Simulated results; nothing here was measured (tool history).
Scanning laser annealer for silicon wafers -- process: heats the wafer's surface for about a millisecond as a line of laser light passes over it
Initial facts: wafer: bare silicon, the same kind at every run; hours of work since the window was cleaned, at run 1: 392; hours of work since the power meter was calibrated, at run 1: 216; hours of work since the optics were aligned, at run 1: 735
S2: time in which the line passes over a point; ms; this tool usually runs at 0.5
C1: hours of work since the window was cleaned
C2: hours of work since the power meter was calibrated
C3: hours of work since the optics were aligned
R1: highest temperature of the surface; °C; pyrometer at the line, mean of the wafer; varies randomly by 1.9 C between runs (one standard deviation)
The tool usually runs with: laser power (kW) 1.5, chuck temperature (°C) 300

Run 1, hour 0: usual settings; C1 392; C2 216; C3 735. Result: R1 1142 °C.
Run 2, hour 11: usual settings; C1 400; C2 224; C3 743. Result: R1 1142 °C.
Run 3, hour 17.6: usual settings; C1 405; C2 228; C3 748. Result: R1 1140 °C.
Run 4, hour 25.7: usual settings; C1 411; C2 234; C3 753. Result: R1 1142 °C.
Run 5, hour 33.5: usual settings; C1 417; C2 240; C3 759. Result: R1 1142 °C.
Run 6, hour 38.5: usual settings; C1 420; C2 243; C3 763. Result: R1 1143 °C.
Run 7, hour 48.4: usual settings but chuck temperature (°C) 331; C1 427; C2 250; C3 770. Result: R1 1174 °C.
Run 8, hour 59.8: usual settings; C1 435; C2 259; C3 778. Result: R1 1145 °C.
Run 9, hour 67.8: usual settings but laser power (kW) 1.539; C1 441; C2 264; C3 784. Result: R1 1164 °C.
Run 10, hour 78.8: usual settings but laser power (kW) 1.539; C1 449; C2 272; C3 792. Result: R1 1164 °C.
Run 11, hour 86.6: usual settings but laser power (kW) 1.539; C1 455; C2 278; C3 797. Result: R1 1163 °C.
Run 12, hour 96.9: usual settings but laser power (kW) 1.539; C1 462; C2 285; C3 805. Result: R1 1166 °C.
Run 13, hour 105.3: usual settings but laser power (kW) 1.539; C1 468; C2 291; C3 811. Result: R1 1162 °C.
Run 14, hour 115.6: usual settings but laser power (kW) 1.539; C1 475; C2 299; C3 818. Result: R1 1162 °C.
Run 15, hour 123.2: usual settings but laser power (kW) 1.539; C1 481; C2 304; C3 823. Result: R1 1160 °C.
Run 16, hour 133.3: usual settings but laser power (kW) 1.539; C1 488; C2 311; C3 831. Result: R1 1161 °C.
Run 17, hour 138.2: usual settings but laser power (kW) 1.539; C1 492; C2 315; C3 834. Result: R1 1160 °C.
Run 18, hour 147.7: usual settings but laser power (kW) 1.539; C1 499; C2 322; C3 841. Result: R1 1165 °C.
Run 19, hour 159.3: usual settings but laser power (kW) 1.539; C1 507; C2 330; C3 849. Result: R1 1161 °C.
Run 20, hour 167.3: usual settings but laser power (kW) 1.539; C1 513; C2 336; C3 855. Result: R1 1162 °C.
Run 21, hour 178.4: usual settings but laser power (kW) 1.539; C1 521; C2 344; C3 863. Result: R1 1158 °C.
Run 22, hour 187.4: usual settings but S2 0.46 ms; C1 527; C2 350; C3 870. Result: R1 1107 °C.
Run 23, hour 198.4: usual settings but S2 0.46 ms; C1 535; C2 358; C3 877. Result: R1 1109 °C.

Expected results for the next run?
Run 24, hour 207: usual settings but laser power (kW) 1.403, S2 0.406 ms, chuck temperature (°C) 305; C1 541; C2 364; C3 884. Result: R1 ?.

{"run 24": {"R1": 1017}}
Take away the tool's hidden state, keep the run-to-run variation as it was, and the same run would have given R1 1018 °C.

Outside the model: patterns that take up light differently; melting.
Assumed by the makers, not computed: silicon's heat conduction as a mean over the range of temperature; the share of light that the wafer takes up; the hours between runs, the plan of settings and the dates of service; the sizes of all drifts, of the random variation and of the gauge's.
